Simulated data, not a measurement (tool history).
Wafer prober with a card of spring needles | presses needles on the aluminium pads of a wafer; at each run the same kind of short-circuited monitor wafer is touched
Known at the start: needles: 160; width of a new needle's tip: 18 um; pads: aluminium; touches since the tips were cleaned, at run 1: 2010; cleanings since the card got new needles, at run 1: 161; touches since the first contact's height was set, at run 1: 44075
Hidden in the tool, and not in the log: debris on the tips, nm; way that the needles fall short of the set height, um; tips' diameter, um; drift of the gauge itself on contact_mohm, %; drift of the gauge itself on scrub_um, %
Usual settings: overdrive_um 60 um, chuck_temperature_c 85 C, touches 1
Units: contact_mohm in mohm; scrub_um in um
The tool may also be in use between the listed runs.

| run | day | overdrive_um | chuck_temperature_c | touches | touches since the tips were cleaned | cleanings since the card got new needles | touches since the first contact's height was set | contact_mohm | scrub_um |
|---|---|---|---|---|---|---|---|---|---|
| 1 | 0.000 | 60 | 85 | 1 | 2010 | 161 | 44075 | 178 | 16.19 |
|  | 0.088 | tips cleaned on abrasive film |
|  | 0.512 | tips cleaned on abrasive film |
|  | 0.942 | tips cleaned on abrasive film |
| 2 | 1.042 | 60 | 85 | 1 | 669 | 164 | 50754 | 179 | 16.27 |
|  | 1.300 | tips cleaned on abrasive film |
|  | 1.642 | tips cleaned on abrasive film |
|  | 2.067 | tips cleaned on abrasive film |
| 3 | 2.208 | 60 | 85 | 1 | 921 | 167 | 58233 | 178 | 16.08 |
|  | 2.467 | tips cleaned on abrasive film |
|  | 2.892 | tips cleaned on abrasive film |
|  | 3.317 | tips cleaned on abrasive film |
|  | 3.742 | tips cleaned on abrasive film |
|  | 4.083 | tips cleaned on abrasive film |
| 4 | 4.162 | 60 | 42 | 1 | 506 | 172 | 70755 | 171 | 16.24 |
|  | 4.504 | tips cleaned on abrasive film |
|  | 4.929 | tips cleaned on abrasive film |
| 5 | 5.050 | 60 | 42 | 1 | 794 | 174 | 76465 | 170 | 16.29 |
|  | 5.308 | tips cleaned on abrasive film |
|  | 5.733 | tips cleaned on abrasive film |
| 6 | 5.892 | 60 | 27 | 1 | 1014 | 176 | 81850 | 168 | 16.28 |
|  | 6.150 | tips cleaned on abrasive film |
|  | 6.571 | tips cleaned on abrasive film |
|  | 6.912 | tips cleaned on abrasive film |
|  | 7.342 | tips cleaned on abrasive film |
| 7 | 7.662 | 60 | 85 | 2 | 2094 | 180 | 93224 | 182 | 16.26 |
|  | 7.750 | tips cleaned on abrasive film |
|  | 8.179 | tips cleaned on abrasive film |
|  | 8.604 | tips cleaned on abrasive film |
|  | 9.029 | tips cleaned on abrasive film |
| 8 | 9.238 | 60 | 117 | 1 | 1362 | 184 | 103328 | 184 | 16.26 |
|  | 9.412 | tips cleaned on abrasive film |
|  | 9.838 | tips cleaned on abrasive film |
|  | 10.179 | tips cleaned on abrasive film |
|  | 10.679 | card fitted with new needles |
|  | 11.104 | tips cleaned on abrasive film |
| 9 | 11.292 | 60 | 117 | 1 | 1226 | 1 | 3957 | 186 | 16.23 |
|  | 11.467 | tips cleaned on abrasive film |
|  | 11.808 | tips cleaned on abrasive film |
|  | 12.233 | tips cleaned on abrasive film |
| 10 | 12.350 | 60 | 85 | 2 | 766 | 4 | 10732 | 181 | 16.45 |
|  | 12.608 | tips cleaned on abrasive film |
|  | 13.033 | tips cleaned on abrasive film |
|  | 13.375 | tips cleaned on abrasive film |
| 11 | 13.550 | 60 | 85 | 2 | 1132 | 7 | 18422 | 178 | 16.59 |
|  | 13.721 | tips cleaned on abrasive film |
|  | 14.062 | tips cleaned on abrasive film |
|  | 14.488 | tips cleaned on abrasive film |
|  | 14.829 | tips cleaned on abrasive film |
| 12 | 14.846 | 60 | 72 | 2 | 88 | 11 | 26702 | 176 | 16.39 |
|  | 15.183 | tips cleaned on abrasive film |
|  | 15.608 | tips cleaned on abrasive film |
|  | 15.950 | tips cleaned on abrasive film |
|  | 16.375 | tips cleaned on abrasive film |
| 13 | 16.704 | 49 | 72 | 1 | 2130 | 15 | 38655 | 182 | 13.27 |
|  | 16.796 | tips cleaned on abrasive film |
|  | 17.133 | tips cleaned on abrasive film |
|  | 17.562 | tips cleaned on abrasive film |
|  | 17.904 | tips cleaned on abrasive film |
|  | 18.329 | tips cleaned on abrasive film |
| 14 | 18.383 | 49 | 77 | 2 | 366 | 20 | 49401 | 184 | 13.50 |
|  | 18.725 | tips cleaned on abrasive film |
|  | 19.150 | tips cleaned on abrasive film |
| 15 | 19.450 | 60 | 73 | 1 | 1948 | 22 | 56265 | 178 | 16.50 |

4 ways to go on from here, each from the tool as it stands after run 15. What would each give?
|  | 19.542 | tips cleaned on abrasive film |
|  | 19.883 | tips cleaned on abrasive film |
|  | 20.308 | tips cleaned on abrasive film |
| A | 20.608 | 60 | 85 | 2 | 1943 | 25 | 63671 | ? | ? |
|  | 19.542 | tips cleaned on abrasive film |
|  | 19.883 | tips cleaned on abrasive film |
|  | 20.308 | tips cleaned on abrasive film |
| B | 20.608 | 57 | 73 | 3 | 1943 | 25 | 63671 | ? | ? |
|  | 19.542 | tips cleaned on abrasive film |
|  | 19.883 | tips cleaned on abrasive film |
|  | 20.308 | tips cleaned on abrasive film |
| C | 20.608 | 60 | 73 | 2 | 1943 | 25 | 63671 | ? | ? |
|  | 19.542 | tips cleaned on abrasive film |
|  | 19.883 | tips cleaned on abrasive film |
|  | 20.308 | tips cleaned on abrasive film |
| D | 20.608 | 64 | 39 | 1 | 1943 | 25 | 63671 | ? | ? |

| run | contact_mohm | scrub_um |
|---|---|---|
| A | 179 | 16.34 |
| B | 177 | 15.52 |
| C | 179 | 16.36 |
| D | 168 | 17.44 |
Without the tool's hidden state the same runs would have given:
| run | contact_mohm | scrub_um |
|---|---|---|
| A | 179 | 16.13 |
| B | 177 | 15.32 |
| C | 179 | 16.14 |
| D | 168 | 17.21 |

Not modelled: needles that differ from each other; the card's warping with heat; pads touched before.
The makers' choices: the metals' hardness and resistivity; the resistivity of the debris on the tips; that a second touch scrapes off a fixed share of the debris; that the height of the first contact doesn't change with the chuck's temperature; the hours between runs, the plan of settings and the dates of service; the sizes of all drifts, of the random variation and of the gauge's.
